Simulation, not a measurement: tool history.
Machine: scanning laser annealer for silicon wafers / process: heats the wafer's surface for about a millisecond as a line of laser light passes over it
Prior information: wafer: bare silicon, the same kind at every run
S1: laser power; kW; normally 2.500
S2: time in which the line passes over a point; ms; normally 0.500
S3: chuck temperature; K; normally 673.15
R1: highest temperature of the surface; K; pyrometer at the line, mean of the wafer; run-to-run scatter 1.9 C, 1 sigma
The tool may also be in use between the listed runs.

run 1 day=0.000 | S1=2.500 S2=0.500 S3=673.15 | R1=1428.15
run 2 day=1.933 | S1=2.500 S2=0.500 S3=673.15 | R1=1426.15
run 3 day=2.875 | S1=2.500 S2=0.500 S3=654.15 | R1=1404.15
run 4 day=5.033 | S1=2.500 S2=0.500 S3=654.15 | R1=1404.15
run 5 day=6.454 | S1=2.500 S2=0.500 S3=654.15 | R1=1403.15
run 6 day=7.417 | S1=2.130 S2=0.500 S3=673.15 | R1=1302.15
run 7 day=9.525 | S1=2.130 S2=0.500 S3=673.15 | R1=1299.15
run 8 day=11.425 | S1=2.639 S2=0.500 S3=673.15 | R1=1461.15
run 9 day=13.450 | S1=2.701 S2=0.393 S3=673.15 | R1=1368.15
run 10 day=14.942 | S1=2.701 S2=0.393 S3=673.15 | R1=1371.15
run 11 day=16.717 | S1=2.626 S2=0.393 S3=679.15 | R1=1354.15
run 12 day=18.879 | S1=2.626 S2=0.393 S3=679.15 | R1=1352.15
run 13 day=20.975 | S1=2.562 S2=0.404 S3=664.15 | R1=1327.15

Predict each of these 5 candidate next runs independently; none follows another, all start after run 13:
run A day=22.425 | S1=2.151 S2=0.452 S3=668.15 | R1=?
run B day=22.425 | S1=2.398 S2=0.499 S3=639.15 | R1=?
run C day=22.425 | S1=2.408 S2=0.500 S3=670.15 | R1=?
run D day=22.425 | S1=2.256 S2=0.362 S3=664.15 | R1=?
run E day=22.425 | S1=2.507 S2=0.468 S3=673.15 | R1=?

run=A R1=1253.15
run=B R1=1336.15
run=C R1=1373.15
run=D R1=1201.15
run=E R1=1383.15
Take away the tool's hidden state, keep each run's random variation, and the runs would have read:
run=A R1=1281.15
run=B R1=1370.15
run=C R1=1407.15
run=D R1=1228.15
run=E R1=1417.15

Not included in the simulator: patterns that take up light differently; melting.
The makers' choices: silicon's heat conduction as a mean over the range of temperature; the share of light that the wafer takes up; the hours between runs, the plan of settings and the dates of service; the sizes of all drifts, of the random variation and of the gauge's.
